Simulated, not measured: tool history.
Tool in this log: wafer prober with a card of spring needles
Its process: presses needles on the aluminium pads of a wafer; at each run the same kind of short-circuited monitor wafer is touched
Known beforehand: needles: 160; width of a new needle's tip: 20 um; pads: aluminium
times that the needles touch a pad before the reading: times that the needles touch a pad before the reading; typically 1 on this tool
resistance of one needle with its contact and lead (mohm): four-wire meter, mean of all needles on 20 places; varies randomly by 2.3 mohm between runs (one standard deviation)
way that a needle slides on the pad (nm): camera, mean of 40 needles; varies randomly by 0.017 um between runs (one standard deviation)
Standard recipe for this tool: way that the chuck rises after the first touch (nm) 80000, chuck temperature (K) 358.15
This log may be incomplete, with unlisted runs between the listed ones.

| run | hour | way that the chuck rises after the first touch (nm) | chuck temperature (K) | times that the needles touch a pad before the reading | resistance of one needle with its contact and lead (mohm) | way that a needle slides on the pad (nm) |
|---|---|---|---|---|---|---|
| 1 | 0 | 80000 | 358.15 | 1 | 286 | 14570 |
|  | 10.8 | tips cleaned on abrasive film |
| 2 | 17.4 | 80000 | 358.15 | 2 | 291 | 14550 |
|  | 25.5 | tips cleaned on abrasive film |
| 3 | 36 | 80000 | 358.15 | 2 | 297 | 14570 |
|  | 38.9 | tips cleaned on abrasive film |
|  | 52 | tips cleaned on abrasive film |
| 4 | 52 | 80000 | 358.15 | 1 | 269 | 14500 |
| 5 | 62.6 | 80000 | 358.15 | 1 | 328 | 14500 |
|  | 66.1 | tips cleaned on abrasive film |
|  | 78.9 | tips cleaned on abrasive film |
| 6 | 78.9 | 80000 | 358.15 | 1 | 268 | 14510 |
|  | 92.2 | tips cleaned on abrasive film |
| 7 | 103.9 | 80000 | 300.15 | 1 | 319 | 14460 |
|  | 105.4 | tips cleaned on abrasive film |
| 8 | 115.7 | 80000 | 358.15 | 1 | 329 | 14470 |
|  | 119.1 | tips cleaned on abrasive film |
|  | 133.3 | tips cleaned on abrasive film |
| 9 | 140.3 | 73000 | 358.15 | 1 | 324 | 13140 |
|  | 146.1 | tips cleaned on abrasive film |
|  | 160.3 | tips cleaned on abrasive film |
| 10 | 161.9 | 80000 | 306.15 | 1 | 268 | 14420 |
|  | 173.6 | tips cleaned on abrasive film |
| 11 | 182.3 | 80000 | 306.15 | 1 | 312 | 14360 |
|  | 186.3 | tips cleaned on abrasive film |
| 12 | 198.1 | 80000 | 306.15 | 1 | 324 | 14380 |
|  | 199.6 | tips cleaned on abrasive film |
|  | 212.5 | tips cleaned on abrasive film |
| 13 | 215.3 | 78000 | 306.15 | 1 | 286 | 14010 |
|  | 225.6 | tips cleaned on abrasive film |
| 14 | 237.5 | 78000 | 306.15 | 1 | 328 | 13930 |
|  | 239.6 | tips cleaned on abrasive film |
|  | 252.2 | tips cleaned on abrasive film |
| 15 | 252.2 | 78000 | 306.15 | 1 | 255 | 13920 |
|  | 266.5 | tips cleaned on abrasive film |
| 16 | 274.2 | 62000 | 306.15 | 2 | 309 | 10990 |
|  | 280 | tips cleaned on abrasive film |
|  | 292.9 | tips cleaned on abrasive film |
|  | 296.5 | height of the first contact set anew |
| 17 | 297.3 | 80000 | 358.15 | 2 | 287 | 14550 |
|  | 306.3 | tips cleaned on abrasive film |
| 18 | 311.6 | 80000 | 358.15 | 1 | 307 | 14600 |
|  | 320 | tips cleaned on abrasive film |
| 19 | 330.4 | 71000 | 361.15 | 3 | 297 | 12940 |
|  | 333.2 | tips cleaned on abrasive film |
|  | 346.4 | tips cleaned on abrasive film |
| 20 | 355.2 | 74000 | 336.15 | 2 | 303 | 13420 |
|  | 359.9 | tips cleaned on abrasive film |
| 21 | 371.4 | 75000 | 367.15 | 1 | 340 | 13620 |
|  | 372.8 | tips cleaned on abrasive film |
|  | 386.9 | tips cleaned on abrasive film |
| 22 | 389.8 | 83000 | 367.15 | 1 | 291 | 15030 |
|  | 399.8 | tips cleaned on abrasive film |
| 23 | 409.9 | 83000 | 367.15 | 1 | 324 | 15040 |
|  | 413 | tips cleaned on abrasive film |
|  | 427.1 | tips cleaned on abrasive film |
| 24 | 435.3 | 83000 | 363.15 | 1 | 324 | 15010 |
|  | 440.1 | tips cleaned on abrasive film |
|  | 453.3 | tips cleaned on abrasive film |
| 25 | 453.4 | 67000 | 349.15 | 1 | 273 | 12060 |
|  | 466.3 | tips cleaned on abrasive film |
| 26 | 466.3 | 91000 | 334.15 | 1 | 262 | 16490 |
|  | 479 | tips cleaned on abrasive film |
| 27 | 485.1 | 91000 | 334.15 | 1 | 298 | 16380 |
|  | 493.3 | tips cleaned on abrasive film |
| 28 | 498.1 | 90000 | 345.15 | 1 | 289 | 16220 |

Measured result minus the same run's result without the hidden state. Both carry the same run-to-run variation, though not necessarily the same gauge scatter:
Unlogged tool condition in this case: debris on the tips, nm; way that the needles fall short of the set height, um; tips' diameter, um; drift of the gauge itself on contact_mohm, %; drift of the gauge itself on scrub_um, %.
| run | resistance of one needle with its contact and lead (mohm) | way that a needle slides on the pad (nm) |
|---|---|---|
| 1 | +25 | -40 |
| 2 | +30 | -50 |
| 3 | +38 | -70 |
| 4 | +8 | -100 |
| 5 | +66 | -100 |
| 6 | +9 | -130 |
| 7 | +71 | -140 |
| 8 | +63 | -150 |
| 9 | +64 | -190 |
| 10 | +18 | -220 |
| 11 | +65 | -230 |
| 12 | +76 | -250 |
| 13 | +35 | -280 |
| 14 | +80 | -290 |
| 15 | +6 | -320 |
| 16 | +61 | -330 |
| 17 | +24 | +0 |
| 18 | +44 | -10 |
| 19 | +30 | -30 |
| 20 | +45 | -60 |
| 21 | +77 | -80 |
| 22 | +26 | -110 |
| 23 | +59 | -120 |
| 24 | +57 | -150 |
| 25 | +12 | -170 |
| 26 | +8 | -180 |
| 27 | +45 | -200 |
| 28 | +34 | -210 |
